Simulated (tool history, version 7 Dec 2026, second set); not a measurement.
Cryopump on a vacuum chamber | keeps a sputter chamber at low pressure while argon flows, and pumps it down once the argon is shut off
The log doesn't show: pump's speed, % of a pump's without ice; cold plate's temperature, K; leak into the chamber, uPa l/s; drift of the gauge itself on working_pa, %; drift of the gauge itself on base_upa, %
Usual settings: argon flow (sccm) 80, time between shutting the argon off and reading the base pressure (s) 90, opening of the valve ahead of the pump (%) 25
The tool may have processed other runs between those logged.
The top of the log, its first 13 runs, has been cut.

run   hour  argon flow (sccm)  time between shutting the argon off and reading the base pressure (s)  opening of the valve ahead of the pump (%)  hours of work since the pump was warmed up and emptied  hours of work since the cold head was overhauled  hours of work since the chamber's fittings were tightened  pressure while argon flows (Pa)  pressure after the wait (uPa)
 14  134.1                 48                                                                     90                                          25                                                     408                                               408                                                       2040                           0.2167                           2.14
 15  143.0                 48                                                                     90                                          25                                                     414                                               414                                                       2046                           0.2174                           2.12
 16  155.2                144                                                                     90                                          25                                                     422                                               422                                                       2054                           0.6504                           2.15
 17  165.5                144                                                                     90                                          25                                                     429                                               429                                                       2061                           0.6514                           2.18
 18  180.3                 80                                                                     56                                          25                                                     439                                               439                                                       2071                           0.3614                           2.47
 19  187.7                 80                                                                     56                                          25                                                     444                                               444                                                       2076                           0.3610                           2.53
 20  198.6                 80                                                                     56                                          25                                                     451                                               451                                                       2083                           0.3624                           2.60
 21  209.4                 80                                                                     56                                          25                                                     458                                               458                                                       2090                           0.3627                           2.61
 22  220.4                 36                                                                     90                                          25                                                     465                                               465                                                       2097                           0.1639                           2.21
 23  226.8                 66                                                                     52                                          28                                                     470                                               470                                                       2101                           0.2678                           2.69
 24  240.7                 66                                                                     52                                          28                                                     479                                               479                                                       2111                           0.2690                           2.67
 25  255.7                132                                                                     28                                          21                                                     489                                               489                                                       2121                           0.7118                           3.83
 26  265.7                 80                                                                     39                                          25                                                     495                                               495                                                       2127                           0.3638                           3.07
 27  274.5                 32                                                                    108                                          16                                                     501                                               501                                                       2133                           0.2235                           2.05
 28  288.3                 38                                                                    108                                          16                                                     510                                               510                                                       2142                           0.2698                           2.09
 29  299.5                 51                                                                     80                                          50                                                     517                                               517                                                       2149                           0.1208                           2.31
 30  310.5                119                                                                     80                                          43                                                     525                                               525                                                       2157                           0.3245                           2.33
 31  324.0                 80                                                                     20                                          25                                                     534                                               534                                                       2166                           0.3648                           4.77
 32  338.9                 80                                                                     20                                          25                                                     543                                               543                                                       2175                           0.3658                           4.72
 33  346.7                 42                                                                     86                                          54                                                     549                                               549                                                       2181                           0.0929                           2.28
 34  354.8                 42                                                                     86                                          54                                                     554                                               554                                                       2186                           0.0933                           2.29
 35  369.6                 42                                                                     86                                          54                                                     564                                               564                                                       2196                           0.0939                           2.32

Branching from run 35: 3 alternative next runs. What would each branch give?
  A  384.5                 62                                                                    158                                          58                                                     573                                               573                                                       2205                                ?                              ?
  B  384.5                145                                                                     24                                          40                                                     573                                               573                                                       2205                                ?                              ?
  C  384.5                111                                                                    284                                          54                                                     573                                               573                                                       2205                                ?                              ?

run  pressure while argon flows (Pa)  pressure after the wait (uPa)
  A                           0.1303                           2.01
  B                           0.4287                           4.24
  C                           0.2483                           1.83
With no hidden state in the tool, these same runs would have given:
run  pressure while argon flows (Pa)  pressure after the wait (uPa)
  A                           0.1173                           0.57
  B                           0.3982                           2.81
  C                           0.2251                           0.43
